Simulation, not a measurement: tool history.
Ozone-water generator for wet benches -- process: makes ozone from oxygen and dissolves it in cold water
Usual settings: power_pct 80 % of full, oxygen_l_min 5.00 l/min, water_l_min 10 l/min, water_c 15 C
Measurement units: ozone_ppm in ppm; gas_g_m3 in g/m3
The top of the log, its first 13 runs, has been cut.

run	day	power_pct	oxygen_l_min	water_l_min	water_c	ozone_ppm	gas_g_m3
14	62.988	80	5.00	8	15	46.1	252.8
15	68.554	80	5.00	8	15	45.8	251.4
16	74.354	80	5.00	10	15	39.6	251.5
17	78.725	90	5.00	10	15	44.7	277.8
18	86.288	49	2.50	16	11	16.8	222.9
19	90.221	75	4.33	10	20	34.1	252.6
20	95.729	75	6.70	7	18	40.9	206.1
21	100.533	80	7.41	8	10	47.9	208.6
22	107.333	66	5.00	7	9	46.4	210.0
23	110.983	64	5.00	7	17	37.9	204.9
24	115.250	64	5.00	7	17	38.2	204.4
25	121.242	64	5.73	7	17	36.9	191.3
26	125.725	69	3.16	6	12	51.1	269.1
27	131.817	77	5.00	8	15	42.7	241.6
28	139.175	77	5.00	8	15	42.8	237.7
29	146.533	80	4.39	11	14	36.6	262.0
30	150.929	52	4.55	11	14	25.4	178.6
31	155.571	52	4.55	11	14	25.4	177.0
# day 155.946: water thermometer calibrated
32	159.733	45	4.55	7	11	32.4	156.2

Alternative continuations, all from the tool just after run 32; predict every row:
A	164.850	45	8.09	9	13	?	?
B	164.850	80	3.99	11	8	?	?
C	164.850	47	3.99	10	12	?	?
D	164.850	67	8.28	7	11	?	?
E	164.850	45	2.66	7	14	?	?

run	ozone_ppm	gas_g_m3
A	24.9	120.9
B	40.0	269.1
C	25.3	171.6
D	42.0	169.6
E	30.3	199.8
Without the tool's unlogged condition, the same runs would have read:
run	ozone_ppm	gas_g_m3
A	26.9	127.0
B	44.9	294.8
C	27.4	180.9
D	46.3	183.3
E	32.6	209.9
